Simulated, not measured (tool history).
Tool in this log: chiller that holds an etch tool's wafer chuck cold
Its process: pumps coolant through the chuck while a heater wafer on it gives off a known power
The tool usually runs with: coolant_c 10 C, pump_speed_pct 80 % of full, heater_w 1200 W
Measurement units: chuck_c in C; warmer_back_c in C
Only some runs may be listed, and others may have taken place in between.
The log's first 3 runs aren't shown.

| run | day | coolant_c | pump_speed_pct | heater_w | hours since the coolant was changed and the channels were flushed | hours since the pump was overhauled | hours since the chiller's thermometer was calibrated | chuck_c | warmer_back_c |
|---|---|---|---|---|---|---|---|---|---|
| 4 | 7.925 | 10 | 80 | 1200 | 3152 | 2386 | 2012 | 21.3 | 5.56 |
| 5 | 11.212 | 10 | 80 | 1200 | 3231 | 2465 | 2091 | 21.5 | 5.59 |
| 6 | 14.621 | 10 | 80 | 1200 | 3313 | 2547 | 2172 | 21.3 | 5.6 |
| 7 | 17.546 | 10 | 80 | 1200 | 3383 | 2617 | 2243 | 21.7 | 5.65 |
| 8 | 20.658 | 10 | 82 | 1200 | 3457 | 2691 | 2317 | 21.3 | 5.45 |
| 9 | 23.183 | 10 | 82 | 1200 | 3518 | 2752 | 2378 | 21.3 | 5.49 |
| 10 | 25.733 | 2 | 82 | 1200 | 3579 | 2813 | 2439 | 13.2 | 5.51 |
| 11 | 27.396 | 10 | 80 | 1200 | 3619 | 2853 | 2479 | 21.7 | 5.69 |
| 12 | 30.875 | 10 | 80 | 1200 | 3703 | 2937 | 2562 | 21.6 | 5.68 |
| 13 | 33.958 | 10 | 80 | 1200 | 3777 | 3011 | 2637 | 21.6 | 5.62 |
| 14 | 37.475 | 10 | 80 | 1200 | 3861 | 3095 | 2721 | 21.9 | 5.74 |
| 15 | 40.358 | 10 | 80 | 1200 | 3930 | 3164 | 2790 | 21.9 | 5.64 |
| 16 | 42.567 | 10 | 80 | 1711 | 3983 | 3217 | 2843 | 26.6 | 8.16 |

Expected results for the next run?
| 17 | 46.104 | 10 | 80 | 1711 | 4068 | 3302 | 2928 | ? | ? |

{"run 17": {"chuck_c": 26.8, "warmer_back_c": 8.17}}
Without the tool's hidden state the same run would have given chuck_c 23.9 C, warmer_back_c 7.58 C.
